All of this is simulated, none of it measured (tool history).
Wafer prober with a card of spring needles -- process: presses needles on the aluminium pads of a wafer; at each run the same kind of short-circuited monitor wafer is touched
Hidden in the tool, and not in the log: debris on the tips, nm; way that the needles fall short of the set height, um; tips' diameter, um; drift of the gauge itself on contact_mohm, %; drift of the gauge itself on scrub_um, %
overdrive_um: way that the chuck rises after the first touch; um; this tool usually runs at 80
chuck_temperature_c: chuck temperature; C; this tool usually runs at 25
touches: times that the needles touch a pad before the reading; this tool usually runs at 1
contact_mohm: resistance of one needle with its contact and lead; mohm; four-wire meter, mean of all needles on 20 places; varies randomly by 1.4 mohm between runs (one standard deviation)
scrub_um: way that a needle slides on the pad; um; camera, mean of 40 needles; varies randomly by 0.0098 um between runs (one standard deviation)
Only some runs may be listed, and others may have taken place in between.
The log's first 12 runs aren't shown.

run,hour,overdrive_um,chuck_temperature_c,touches,touches since the tips were cleaned,cleanings since the card got new needles,touches since the first contact's height was set,contact_mohm,scrub_um
# hour 204.8: tips cleaned on abrasive film
13,206.6,80,25,1,446,29,8209,127,18.729
14,221.4,80,25,1,4098,29,11861,158,18.709
15,232.7,80,25,1,6909,29,14672,168,18.711
# hour 236.4: tips cleaned on abrasive film
16,245.4,80,25,1,2227,30,17774,148,18.709
17,259.5,80,25,1,5730,30,21277,164,18.694
# hour 268.8: tips cleaned on abrasive film
18,275.2,65,60,2,1595,31,25143,137,15.150
19,292.4,92,48,3,5847,31,29395,134,21.484
# hour 300.7: tips cleaned on abrasive film
20,306.2,99,67,3,1342,32,32775,128,23.105
21,328.5,92,48,1,6863,32,38296,166,21.469
# hour 333.1: tips cleaned on abrasive film
22,341.3,68,110,1,2029,33,41449,156,15.807
23,351.4,66,112,1,4539,33,43959,176,15.339
# hour 366.3: tips cleaned on abrasive film
24,371.4,86,32,1,1251,34,48873,136,20.024
25,390.2,80,78,2,5920,34,53542,150,18.618
# hour 398.6: tips cleaned on abrasive film
26,411.1,85,69,2,3099,35,58678,141,19.771
27,429.4,95,65,2,7628,35,63207,145,22.103
# hour 431.0: tips cleaned on abrasive film
28,440.9,96,56,1,2469,36,66047,149,22.324
29,460.5,95,98,2,7308,36,70886,155,22.100
# hour 462.2: tips cleaned on abrasive film
30,473.3,95,98,2,2764,37,74044,145,22.085
31,486.1,80,74,2,5927,37,77207,149,18.561
# hour 490.3: height of the first contact set anew
# hour 494.1: tips cleaned on abrasive film
32,510.2,72,89,2,4004,38,4915,150,16.835
33,521.3,84,86,1,6734,38,7645,172,19.640
# hour 526.3: tips cleaned on abrasive film
34,534.7,100,92,3,2096,39,10954,134,23.366

Alternative continuations, all from the tool just after run 34; predict every row:
A,546.6,80,25,1,5045,39,13903,?,?
B,546.6,98,92,3,5045,39,13903,?,?
C,546.6,80,37,2,5045,39,13903,?,?
D,546.6,100,70,3,5045,39,13903,?,?

run,contact_mohm,scrub_um
A,158,18.680
B,137,22.916
C,145,18.690
D,136,23.382
Take away the tool's hidden state, keep each run's random variation, and the runs would have read:
run,contact_mohm,scrub_um
A,114,18.720
B,123,22.955
C,119,18.730
D,122,23.422
